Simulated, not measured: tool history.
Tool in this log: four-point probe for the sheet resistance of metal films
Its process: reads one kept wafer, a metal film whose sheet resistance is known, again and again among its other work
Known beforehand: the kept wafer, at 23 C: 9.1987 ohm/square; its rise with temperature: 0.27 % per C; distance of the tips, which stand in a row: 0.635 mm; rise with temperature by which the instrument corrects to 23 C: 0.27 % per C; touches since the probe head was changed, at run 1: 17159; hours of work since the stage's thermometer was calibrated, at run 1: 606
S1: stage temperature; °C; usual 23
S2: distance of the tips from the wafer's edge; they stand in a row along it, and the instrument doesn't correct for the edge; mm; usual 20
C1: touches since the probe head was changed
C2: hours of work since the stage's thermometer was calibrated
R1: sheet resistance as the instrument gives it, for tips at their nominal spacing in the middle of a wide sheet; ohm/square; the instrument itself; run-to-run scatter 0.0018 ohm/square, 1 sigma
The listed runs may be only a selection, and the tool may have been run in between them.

{"run": 1, "day": 0.0, "S1": 23, "S2": 20, "C1": 17159, "C2": 606, "R1": 9.265548}
{"run": 2, "day": 1.458, "S1": 23, "S2": 20, "C1": 18518, "C2": 623, "R1": 9.270239}
{"run": 3, "day": 4.254, "S1": 23, "S2": 20, "C1": 21127, "C2": 656, "R1": 9.271036}
{"run": 4, "day": 6.042, "S1": 23, "S2": 29, "C1": 22791, "C2": 677, "R1": 9.26914}
{"run": 5, "day": 8.567, "S1": 23, "S2": 20, "C1": 25149, "C2": 706, "R1": 9.270901}
{"run": 6, "day": 11.175, "S1": 23, "S2": 20, "C1": 27581, "C2": 737, "R1": 9.274119}
{"day": 11.371, "done": "stage's thermometer calibrated"}
{"run": 7, "day": 12.592, "S1": 23, "S2": 20, "C1": 28881, "C2": 14, "R1": 9.271352}
{"run": 8, "day": 15.829, "S1": 26, "S2": 20, "C1": 31901, "C2": 52, "R1": 9.275055}
{"run": 9, "day": 18.35, "S1": 31, "S2": 18, "C1": 34250, "C2": 82, "R1": 9.273709}
{"day": 19.104, "done": "stage's thermometer calibrated, once more"}
{"run": 10, "day": 20.808, "S1": 31, "S2": 5, "C1": 36524, "C2": 20, "R1": 9.356722}
{"run": 11, "day": 22.292, "S1": 21, "S2": 4, "C1": 37907, "C2": 37, "R1": 9.406827}
{"run": 12, "day": 24.042, "S1": 24, "S2": 34, "C1": 39539, "C2": 58, "R1": 9.279607}
{"run": 13, "day": 27.229, "S1": 24, "S2": 10, "C1": 42510, "C2": 95, "R1": 9.299188}
{"run": 14, "day": 29.108, "S1": 30, "S2": 5, "C1": 44263, "C2": 117, "R1": 9.363741}

3 options for the next run, each taken on its own from the tool as it stands now. Forecast them:
{"run": "A", "day": 31.838, "S1": 20, "S2": 5, "C1": 46807, "C2": 149, "R1": "?"}
{"run": "B", "day": 31.838, "S1": 30, "S2": 18, "C1": 46807, "C2": 149, "R1": "?"}
{"run": "C", "day": 31.838, "S1": 19, "S2": 19, "C1": 46807, "C2": 149, "R1": "?"}

run=A R1=9.364021
run=B R1=9.284643
run=C R1=9.28872
Had the tool no hidden state, the same runs would have come out as:
run=A R1=9.278005
run=B R1=9.199292
run=C R1=9.203344

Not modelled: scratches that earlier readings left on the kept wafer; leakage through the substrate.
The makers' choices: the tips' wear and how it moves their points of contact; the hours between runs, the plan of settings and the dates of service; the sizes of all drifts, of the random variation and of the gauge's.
